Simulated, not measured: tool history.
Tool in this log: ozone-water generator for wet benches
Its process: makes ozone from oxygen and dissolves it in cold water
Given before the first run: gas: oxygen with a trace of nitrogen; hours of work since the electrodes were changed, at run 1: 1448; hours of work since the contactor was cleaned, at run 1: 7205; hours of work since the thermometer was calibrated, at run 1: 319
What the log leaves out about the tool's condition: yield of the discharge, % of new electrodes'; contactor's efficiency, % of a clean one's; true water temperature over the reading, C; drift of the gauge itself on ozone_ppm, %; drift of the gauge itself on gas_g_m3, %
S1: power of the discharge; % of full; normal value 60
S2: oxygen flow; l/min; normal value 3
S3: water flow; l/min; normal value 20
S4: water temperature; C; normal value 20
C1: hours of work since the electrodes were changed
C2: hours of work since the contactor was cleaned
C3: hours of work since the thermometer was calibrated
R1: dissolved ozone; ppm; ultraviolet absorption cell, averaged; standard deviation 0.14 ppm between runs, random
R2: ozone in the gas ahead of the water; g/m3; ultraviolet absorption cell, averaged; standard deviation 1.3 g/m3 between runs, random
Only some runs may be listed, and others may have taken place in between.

run 1 hour=0 | S1=60 S2=3 S3=20 S4=20 | C1=1448 C2=7205 C3=319 | R1=15.7 R2=230
run 2 hour=128.5 | S1=60 S2=3 S3=20 S4=20 | C1=1558 C2=7315 C3=429 | R1=15.6 R2=230.3
run 3 hour=298.9 | S1=60 S2=3 S3=20 S4=20 | C1=1705 C2=7462 C3=576 | R1=15.6 R2=228.8
run 4 hour=478 | S1=60 S2=3 S3=20 S4=12 | C1=1859 C2=7616 C3=730 | R1=17.2 R2=227.5
run 5 hour=580.9 | S1=77 S2=3 S3=20 S4=20 | C1=1948 C2=7705 C3=819 | R1=17.9 R2=261.2
run 6 hour=707.5 | S1=60 S2=3 S3=20 S4=20 | C1=2057 C2=7814 C3=928 | R1=15.8 R2=229.6
run 7 hour=827.4 | S1=60 S2=3 S3=20 S4=18 | C1=2160 C2=7917 C3=1031 | R1=16 R2=228.1
run 8 hour=927 | S1=60 S2=3 S3=20 S4=18 | C1=2246 C2=8003 C3=1117 | R1=15.9 R2=229.2
run 9 hour=1009.2 | S1=60 S2=3 S3=20 S4=18 | C1=2317 C2=8074 C3=1188 | R1=16.2 R2=230.2
run 10 hour=1171.5 | S1=86 S2=3 S3=20 S4=20 | C1=2457 C2=8213 C3=1327 | R1=18.3 R2=271.6
run 11 hour=1354.1 | S1=86 S2=3 S3=20 S4=20 | C1=2614 C2=8371 C3=1485 | R1=18.4 R2=270.5
run 12 hour=1536.3 | S1=77 S2=3 S3=15 S4=14 | C1=2771 C2=8528 C3=1642 | R1=25.3 R2=257.7
-- hour=1552.8 contactor cleaned
run 13 hour=1689 | S1=77 S2=2.42 S3=15 S4=15 | C1=2899 C2=117 C3=1770 | R1=24.9 R2=294.9
run 14 hour=1787.7 | S1=77 S2=2.32 S3=15 S4=18 | C1=2984 C2=202 C3=1855 | R1=23.8 R2=303.1
run 15 hour=1897.3 | S1=60 S2=3 S3=30 S4=20 | C1=3078 C2=297 C3=1949 | R1=9.7 R2=226.2
-- hour=1926.5 contactor cleaned, once more
run 16 hour=2054 | S1=55 S2=3.42 S3=12 S4=19 | C1=3210 C2=110 C3=2080 | R1=24.3 R2=198.3
run 17 hour=2225.2 | S1=55 S2=3.42 S3=12 S4=19 | C1=3357 C2=257 C3=2228 | R1=24.3 R2=198.2
run 18 hour=2321.3 | S1=55 S2=3.42 S3=12 S4=19 | C1=3440 C2=340 C3=2311 | R1=24.4 R2=196.8
run 19 hour=2404 | S1=55 S2=3.42 S3=12 S4=19 | C1=3511 C2=411 C3=2382 | R1=24.6 R2=198
run 20 hour=2540.2 | S1=60 S2=3 S3=14 S4=20 | C1=3628 C2=528 C3=2499 | R1=22.1 R2=224.7
run 21 hour=2664.4 | S1=79 S2=3.27 S3=14 S4=17 | C1=3735 C2=635 C3=2606 | R1=26.6 R2=242.3

How would selected steps in R1 from run to run divide? Give the signed amount a tool lacking its hidden state would still show from settings, what came in and random variation, and the signed amount left for the hidden state, including any gauge scatter that is not in both of the compared results.
Run 11 -> 12: S1 86 -> 77, S3 20 -> 15, S4 20 -> 14. R1 +6.9 ppm: hidden state -0.5, all else +7.4.
Run 14 -> 15: S1 77 -> 60, S2 2.32 -> 3, S3 15 -> 30, S4 18 -> 20. R1 -14.1 ppm: hidden state +1.2, all else -15.3.
Run 15 -> 16: S1 60 -> 55, S2 3 -> 3.42, S3 30 -> 12, S4 20 -> 19, contactor cleaned, once more. R1 +14.6 ppm: hidden state -0.1, all else +14.7.

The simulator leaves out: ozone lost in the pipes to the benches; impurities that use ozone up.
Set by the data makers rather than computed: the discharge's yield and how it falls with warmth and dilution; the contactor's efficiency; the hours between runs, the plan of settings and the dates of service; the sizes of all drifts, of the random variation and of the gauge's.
